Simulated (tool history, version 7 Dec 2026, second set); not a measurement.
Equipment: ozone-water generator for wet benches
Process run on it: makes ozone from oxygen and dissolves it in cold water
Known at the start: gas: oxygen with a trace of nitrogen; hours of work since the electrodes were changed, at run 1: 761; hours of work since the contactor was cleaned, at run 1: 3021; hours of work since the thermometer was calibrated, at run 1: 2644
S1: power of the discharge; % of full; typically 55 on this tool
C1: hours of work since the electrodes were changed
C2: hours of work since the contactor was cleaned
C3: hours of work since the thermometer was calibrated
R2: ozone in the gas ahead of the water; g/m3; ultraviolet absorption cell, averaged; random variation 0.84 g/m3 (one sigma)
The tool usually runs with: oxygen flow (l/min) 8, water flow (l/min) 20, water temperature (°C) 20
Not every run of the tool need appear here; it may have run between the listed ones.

Run 1, hour 0: usual settings; C1 761; C2 3021; C3 2644. Result: dissolved ozone (ppm) 14.5, R2 133.8 g/m3.
Run 2, hour 25.9: usual settings; C1 785; C2 3045; C3 2668. Result: dissolved ozone (ppm) 14.6, R2 134.7 g/m3.
Run 3, hour 50.1: usual settings but S1 41 % of full; C1 807; C2 3067; C3 2690. Result: dissolved ozone (ppm) 11.1, R2 103.8 g/m3.
Run 4, hour 71.8: usual settings but S1 41 % of full; C1 827; C2 3086; C3 2710. Result: dissolved ozone (ppm) 11.1, R2 103.3 g/m3.
Run 5, hour 113.5: usual settings but S1 41 % of full, water flow (l/min) 13; C1 865; C2 3124; C3 2748. Result: dissolved ozone (ppm) 15.1, R2 103.3 g/m3.
Run 6, hour 147.4: usual settings but S1 41 % of full, water flow (l/min) 13; C1 896; C2 3155; C3 2779. Result: dissolved ozone (ppm) 14.8, R2 103.3 g/m3.
Run 7, hour 173.4: usual settings but S1 41 % of full, water flow (l/min) 13, water temperature (°C) 21; C1 919; C2 3179; C3 2802. Result: dissolved ozone (ppm) 14.9, R2 103.3 g/m3.
Run 8, hour 201.7: usual settings; C1 945; C2 3205; C3 2828. Result: dissolved ozone (ppm) 14.4, R2 133.8 g/m3.
Run 9, hour 236.6: usual settings; C1 977; C2 3236; C3 2860. Result: dissolved ozone (ppm) 14.6, R2 134.6 g/m3.
Run 10, hour 270.8: usual settings; C1 1008; C2 3268; C3 2891. Result: dissolved ozone (ppm) 14.5, R2 134.7 g/m3.
Run 11, hour 311.7: usual settings but S1 72 % of full; C1 1045; C2 3305; C3 2928. Result: dissolved ozone (ppm) 18.6, R2 174.2 g/m3.
Run 12, hour 330.8: usual settings; C1 1063; C2 3322; C3 2946. Result: dissolved ozone (ppm) 14.6, R2 133.5 g/m3.
Run 13, hour 374.7: usual settings but oxygen flow (l/min) 14.12; C1 1103; C2 3362; C3 2986. Result: dissolved ozone (ppm) 13.4, R2 102.4 g/m3.
Run 14, hour 399.2: usual settings but oxygen flow (l/min) 14.12; C1 1125; C2 3385; C3 3008. Result: dissolved ozone (ppm) 13.8, R2 103.4 g/m3.
Run 15, hour 433.1: usual settings but S1 85 % of full; C1 1156; C2 3416; C3 3039. Result: dissolved ozone (ppm) 21.5, R2 200.7 g/m3.
Run 16, hour 473.9: usual settings but S1 85 % of full; C1 1193; C2 3453; C3 3076. Result: dissolved ozone (ppm) 21.2, R2 199.9 g/m3.
Run 17, hour 510.9: usual settings but oxygen flow (l/min) 6.04; C1 1227; C2 3486; C3 3110. Result: dissolved ozone (ppm) 14.7, R2 153.7 g/m3.
Run 18, hour 543.6: usual settings but oxygen flow (l/min) 6.04; C1 1256; C2 3516; C3 3140. Result: dissolved ozone (ppm) 14.5, R2 153.9 g/m3.
Run 19, hour 563.3: usual settings but oxygen flow (l/min) 5.38, water flow (l/min) 13, water temperature (°C) 26; C1 1274; C2 3534; C3 3158. Result: dissolved ozone (ppm) 18.4, R2 161.7 g/m3.
Run 20, hour 581.6: usual settings but oxygen flow (l/min) 5.38, water flow (l/min) 13, water temperature (°C) 26; C1 1291; C2 3551; C3 3174. Result: dissolved ozone (ppm) 18, R2 162.7 g/m3.
Run 21, hour 611.1: usual settings but oxygen flow (l/min) 5.38, water flow (l/min) 13, water temperature (°C) 26; C1 1318; C2 3578; C3 3201. Result: dissolved ozone (ppm) 18.1, R2 162.7 g/m3.
Run 22, hour 647.3: usual settings but S1 97 % of full, oxygen flow (l/min) 8.02, water flow (l/min) 19, water temperature (°C) 18; C1 1351; C2 3611; C3 3234. Result: dissolved ozone (ppm) 26.2, R2 225 g/m3.
Run 23, hour 678.7: usual settings but oxygen flow (l/min) 5.65, water flow (l/min) 12; C1 1380; C2 3639; C3 3263. Result: dissolved ozone (ppm) 22.2, R2 158.3 g/m3.
Run 24, hour 713: usual settings but S1 46 % of full, oxygen flow (l/min) 5.85, water flow (l/min) 13, water temperature (°C) 19; C1 1411; C2 3671; C3 3294. Result: dissolved ozone (ppm) 17.8, R2 132.4 g/m3.
Run 25, hour 731.5: usual settings but S1 46 % of full, oxygen flow (l/min) 5.85, water flow (l/min) 13, water temperature (°C) 19; C1 1428; C2 3687; C3 3311. Result: dissolved ozone (ppm) 17.7, R2 131.9 g/m3.
Run 26, hour 753.6: usual settings but S1 48 % of full, oxygen flow (l/min) 9.02, water flow (l/min) 13, water temperature (°C) 19; C1 1448; C2 3707; C3 3331. Result: dissolved ozone (ppm) 17.6, R2 112.7 g/m3.
Run 27, hour 796.4: usual settings but S1 57 % of full; C1 1487; C2 3746; C3 3370. Result: dissolved ozone (ppm) 14.9, R2 140.4 g/m3.
At hour 815.3: contactor cleaned.
Run 28, hour 835.2: usual settings but S1 46 % of full, water flow (l/min) 26; C1 1518; C2 18; C3 3402. Result: dissolved ozone (ppm) 9.9, R2 114.8 g/m3.
Run 29, hour 867.4: usual settings but S1 46 % of full, water flow (l/min) 26; C1 1548; C2 47; C3 3431. Result: dissolved ozone (ppm) 9.6, R2 115 g/m3.

Across each entry between runs, compare the hidden state at the last listed run before it with the hidden state at the first listed run after it:
In the gap between runs 27 and 28: contactor cleaned (hour 815.3)
  contactor's efficiency, % of a clean one's: 99.7 -> 100

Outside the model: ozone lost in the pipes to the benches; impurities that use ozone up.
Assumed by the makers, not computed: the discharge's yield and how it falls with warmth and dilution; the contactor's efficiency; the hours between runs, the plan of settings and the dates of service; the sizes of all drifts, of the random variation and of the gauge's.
